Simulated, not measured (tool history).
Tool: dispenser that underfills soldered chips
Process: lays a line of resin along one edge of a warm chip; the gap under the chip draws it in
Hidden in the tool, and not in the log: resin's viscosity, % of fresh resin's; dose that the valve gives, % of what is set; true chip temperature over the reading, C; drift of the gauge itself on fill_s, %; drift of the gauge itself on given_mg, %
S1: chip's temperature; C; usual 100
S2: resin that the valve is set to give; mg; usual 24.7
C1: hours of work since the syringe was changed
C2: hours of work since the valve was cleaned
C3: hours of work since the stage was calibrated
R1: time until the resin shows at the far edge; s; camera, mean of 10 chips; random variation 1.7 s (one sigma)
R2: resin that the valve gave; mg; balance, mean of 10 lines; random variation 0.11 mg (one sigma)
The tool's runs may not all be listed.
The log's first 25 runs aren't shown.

{"hour": 221.6, "done": "stage's temperature calibrated"}
{"run": 26, "hour": 224.1, "S1": 100, "S2": 27.6, "C1": 6, "C2": 77, "C3": 2, "R1": 270.0, "R2": 25.74}
{"hour": 225.5, "done": "new syringe of resin"}
{"run": 27, "hour": 235.7, "S1": 93, "S2": 24.7, "C1": 6, "C2": 83, "C3": 9, "R1": 364.1, "R2": 22.97}
{"hour": 238.3, "done": "new syringe of resin"}
{"run": 28, "hour": 244.4, "S1": 102, "S2": 29.3, "C1": 4, "C2": 89, "C3": 14, "R1": 203.5, "R2": 26.83}
{"hour": 250.4, "done": "new syringe of resin"}
{"run": 29, "hour": 254.2, "S1": 90, "S2": 25.3, "C1": 2, "C2": 94, "C3": 19, "R1": 302.3, "R2": 23.26}
{"run": 30, "hour": 259.2, "S1": 108, "S2": 28.3, "C1": 5, "C2": 98, "C3": 23, "R1": 187.5, "R2": 25.78}
{"hour": 262.3, "done": "new syringe of resin"}
{"run": 31, "hour": 271.1, "S1": 100, "S2": 21.9, "C1": 5, "C2": 105, "C3": 30, "R1": 268.1, "R2": 19.8}
{"hour": 274.1, "done": "new syringe of resin"}
{"run": 32, "hour": 280.7, "S1": 109, "S2": 21.2, "C1": 4, "C2": 110, "C3": 35, "R1": 175.1, "R2": 19.0}
{"hour": 286.4, "done": "new syringe of resin"}
{"run": 33, "hour": 290.9, "S1": 109, "S2": 21.2, "C1": 3, "C2": 116, "C3": 41, "R1": 158.2, "R2": 19.08}
{"hour": 294.1, "done": "dispensing valve cleaned and set on the balance"}
{"run": 34, "hour": 298.4, "S1": 92, "S2": 23.2, "C1": 7, "C2": 3, "C3": 45, "R1": 384.4, "R2": 23.09}
{"hour": 299.8, "done": "new syringe of resin"}
{"run": 35, "hour": 304.0, "S1": 88, "S2": 23.2, "C1": 3, "C2": 6, "C3": 49, "R1": 332.9, "R2": 23.02}
{"run": 36, "hour": 310.6, "S1": 88, "S2": 23.2, "C1": 7, "C2": 10, "C3": 53, "R1": 456.3, "R2": 22.86}

Forecast each of these 3 alternatives for the next run:
{"hour": 311.9, "done": "new syringe of resin"}
{"run": "A", "hour": 318.9, "S1": 96, "S2": 22.8, "C1": 4, "C2": 15, "C3": 58, "R1": "?", "R2": "?"}
{"hour": 311.9, "done": "new syringe of resin"}
{"run": "B", "hour": 318.9, "S1": 87, "S2": 28.5, "C1": 4, "C2": 15, "C3": 58, "R1": "?", "R2": "?"}
{"hour": 311.9, "done": "new syringe of resin"}
{"run": "C", "hour": 318.9, "S1": 88, "S2": 23.1, "C1": 4, "C2": 15, "C3": 58, "R1": "?", "R2": "?"}

run=A R1=282.0 R2=22.56
run=B R1=383.9 R2=27.78
run=C R1=388.1 R2=22.60
Without the tool's hidden state the same runs would have given:
run=A R1=201.0 R2=22.90
run=B R1=274.3 R2=28.21
run=C R1=276.8 R2=22.94
